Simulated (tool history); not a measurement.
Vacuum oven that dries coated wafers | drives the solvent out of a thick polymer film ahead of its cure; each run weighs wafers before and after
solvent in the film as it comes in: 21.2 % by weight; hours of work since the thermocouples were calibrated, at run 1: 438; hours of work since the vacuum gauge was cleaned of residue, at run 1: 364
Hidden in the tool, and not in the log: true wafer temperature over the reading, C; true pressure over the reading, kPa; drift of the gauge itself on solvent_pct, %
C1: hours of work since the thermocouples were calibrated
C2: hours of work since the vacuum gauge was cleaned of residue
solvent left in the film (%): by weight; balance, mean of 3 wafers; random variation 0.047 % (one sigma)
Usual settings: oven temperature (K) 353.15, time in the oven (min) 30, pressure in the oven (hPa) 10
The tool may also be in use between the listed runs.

Run 1, hour 0: usual settings; C1 438; C2 364. Result: solvent left in the film (%) 1.84.
Run 2, hour 26.9: usual settings; C1 452; C2 378. Result: solvent left in the film (%) 1.8.
Run 3, hour 58.6: usual settings; C1 468; C2 394. Result: solvent left in the film (%) 1.84.
Run 4, hour 82: usual settings; C1 481; C2 407. Result: solvent left in the film (%) 1.76.
Run 5, hour 111: usual settings; C1 496; C2 422. Result: solvent left in the film (%) 1.79.
Run 6, hour 142.7: usual settings; C1 512; C2 438. Result: solvent left in the film (%) 1.79.
Run 7, hour 163.6: usual settings; C1 523; C2 449. Result: solvent left in the film (%) 1.9.
Run 8, hour 198.8: usual settings; C1 541; C2 467. Result: solvent left in the film (%) 1.8.
Run 9, hour 226.6: usual settings; C1 556; C2 482. Result: solvent left in the film (%) 1.88.
Run 10, hour 246: usual settings; C1 566; C2 492. Result: solvent left in the film (%) 1.81.
Run 11, hour 264.6: usual settings; C1 576; C2 502. Result: solvent left in the film (%) 1.87.
Run 12, hour 284.5: usual settings; C1 586; C2 512. Result: solvent left in the film (%) 1.76.
Run 13, hour 319.1: usual settings but time in the oven (min) 51; C1 604; C2 530. Result: solvent left in the film (%) 1.09.
Run 14, hour 353.2: usual settings but time in the oven (min) 51; C1 622; C2 548. Result: solvent left in the film (%) 1.07.
Run 15, hour 368: usual settings; C1 630; C2 556. Result: solvent left in the film (%) 1.88.
Run 16, hour 388.7: usual settings but pressure in the oven (hPa) 7.3; C1 640; C2 566. Result: solvent left in the film (%) 1.67.
Run 17, hour 406.7: usual settings but oven temperature (K) 357.15, pressure in the oven (hPa) 7.3; C1 650; C2 576. Result: solvent left in the film (%) 1.21.
Run 18, hour 435.9: usual settings but oven temperature (K) 357.15, pressure in the oven (hPa) 7.3; C1 665; C2 591. Result: solvent left in the film (%) 1.16.
At hour 456.4: oven's thermocouples calibrated.
Run 19, hour 459.5: usual settings but time in the oven (min) 35, pressure in the oven (hPa) 9.3; C1 2; C2 602. Result: solvent left in the film (%) 1.37.
Run 20, hour 475.5: usual settings but oven temperature (K) 358.15, time in the oven (min) 26, pressure in the oven (hPa) 18.4; C1 10; C2 611. Result: solvent left in the film (%) 1.94.
Run 21, hour 503.3: usual settings but oven temperature (K) 358.15, time in the oven (min) 26, pressure in the oven (hPa) 18.4; C1 24; C2 625. Result: solvent left in the film (%) 2.01.
Run 22, hour 518.7: usual settings but oven temperature (K) 366.15, time in the oven (min) 18; C1 32; C2 633. Result: solvent left in the film (%) 1.27.
Run 23, hour 543.4: usual settings but oven temperature (K) 361.15, time in the oven (min) 21, pressure in the oven (hPa) 16.1; C1 45; C2 646. Result: solvent left in the film (%) 1.92.
Run 24, hour 559: usual settings but oven temperature (K) 356.15, time in the oven (min) 34, pressure in the oven (hPa) 6.9; C1 53; C2 654. Result: solvent left in the film (%) 0.99.
Run 25, hour 583: usual settings but oven temperature (K) 356.15, time in the oven (min) 22, pressure in the oven (hPa) 23.3; C1 66; C2 667. Result: solvent left in the film (%) 3.15.
Run 26, hour 618.1: usual settings but oven temperature (K) 356.15, time in the oven (min) 22, pressure in the oven (hPa) 23.3; C1 84; C2 685. Result: solvent left in the film (%) 3.22.
Run 27, hour 644.5: usual settings but oven temperature (K) 356.15, time in the oven (min) 21, pressure in the oven (hPa) 33; C1 98; C2 699. Result: solvent left in the film (%) 3.93.
Run 28, hour 677.5: usual settings but oven temperature (K) 357.15, pressure in the oven (hPa) 17; C1 115; C2 716. Result: solvent left in the film (%) 1.83.
Run 29, hour 705.6: usual settings but time in the oven (min) 32; C1 130; C2 730. Result: solvent left in the film (%) 1.61.
Run 30, hour 730.9: usual settings but oven temperature (K) 364.15, time in the oven (min) 35, pressure in the oven (hPa) 33; C1 143; C2 744. Result: solvent left in the film (%) 1.97.
Run 31, hour 745.8: usual settings but oven temperature (K) 364.15, time in the oven (min) 35, pressure in the oven (hPa) 33; C1 151; C2 751. Result: solvent left in the film (%) 2.04.
Run 32, hour 764.5: usual settings but pressure in the oven (hPa) 7.2; C1 161; C2 761. Result: solvent left in the film (%) 1.71.
Run 33, hour 780.7: usual settings but time in the oven (min) 25, pressure in the oven (hPa) 5.9; C1 169; C2 770. Result: solvent left in the film (%) 2.09.
Run 34, hour 806.7: usual settings but oven temperature (K) 360.15, pressure in the oven (hPa) 18.6; C1 183; C2 783. Result: solvent left in the film (%) 1.7.

Forecast each of these 4 alternatives for the next run:
Run A, hour 828.8: usual settings but oven temperature (K) 360.15, time in the oven (min) 26, pressure in the oven (hPa) 18.6; C1 194; C2 795. Result: solvent left in the film (%) ?.
Run B, hour 828.8: usual settings but oven temperature (K) 360.15, time in the oven (min) 35, pressure in the oven (hPa) 33.2; C1 194; C2 795. Result: solvent left in the film (%) ?.
Run C, hour 828.8: usual settings but oven temperature (K) 351.15, time in the oven (min) 41, pressure in the oven (hPa) 7.1; C1 194; C2 795. Result: solvent left in the film (%) ?.
Run D, hour 828.8: usual settings but oven temperature (K) 348.15, time in the oven (min) 22, pressure in the oven (hPa) 26.6; C1 194; C2 795. Result: solvent left in the film (%) ?.

run  solvent left in the film (%)
  A                          1.83
  B                          2.41
  C                          1.29
  D                          5.74
Without the tool's hidden state the same runs would have given:
run  solvent left in the film (%)
  A                          1.65
  B                          2.22
  C                          1.04
  D                          5.44
